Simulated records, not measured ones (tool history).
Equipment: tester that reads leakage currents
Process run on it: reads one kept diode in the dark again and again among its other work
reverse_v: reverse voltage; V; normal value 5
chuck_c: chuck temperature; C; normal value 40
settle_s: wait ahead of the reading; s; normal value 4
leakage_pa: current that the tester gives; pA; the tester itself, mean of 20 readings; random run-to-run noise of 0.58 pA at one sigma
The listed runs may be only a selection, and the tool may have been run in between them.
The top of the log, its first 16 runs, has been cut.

run	day	reverse_v	chuck_c	settle_s	leakage_pa
17	29.283	5	40	4	206.8
18	30.746	5	40	4	207.29
19	33.083	5	40	4	206.84
20	34.25	5	40	4	209.4
# day 34.504: tester calibrated
21	35.908	5	40	4	209.69
22	37.775	3.7	38	1.14	159.51
23	39.071	13.48	45	2.14	461.17
24	41.317	13.48	45	2.14	463.29
25	43.838	13.48	45	2.14	463.96
26	45.638	5	38	4	184.43
27	47.342	5	38	4	185.45
28	48.846	3.49	59	5.29	675.05
# day 49.279: tester calibrated, once more
29	51.392	3.49	59	5.29	680.22
30	52.867	2.04	53	4	366.89
31	54.317	1.07	53	0.69	280.6
32	56.125	4.45	59	2.37	759.38
# day 56.725: probe card cleaned and baked
33	58.146	4.48	40	3.09	195.86
34	60.529	5	40	2.95	206.05
35	62.833	5	40	2.95	205.96
36	65.192	11.93	52	1.89	700.96
37	67.221	5	31	3.55	104.3
38	68.992	5	31	3.55	105.02
39	70.621	5	31	3.55	105.6

Forecast each of these 4 alternatives for the next run:
A	72.683	5	40	5.05	?
B	72.683	3.75	27	0.61	?
C	72.683	4.32	31	0.99	?
D	72.683	5	31	0.83	?

run	leakage_pa
A	210.24
B	70.07
C	100.14
D	107.18
Take away the tool's hidden state, keep each run's random variation, and the runs would have read:
run	leakage_pa
A	194.09
B	63.76
C	91.55
D	97.89

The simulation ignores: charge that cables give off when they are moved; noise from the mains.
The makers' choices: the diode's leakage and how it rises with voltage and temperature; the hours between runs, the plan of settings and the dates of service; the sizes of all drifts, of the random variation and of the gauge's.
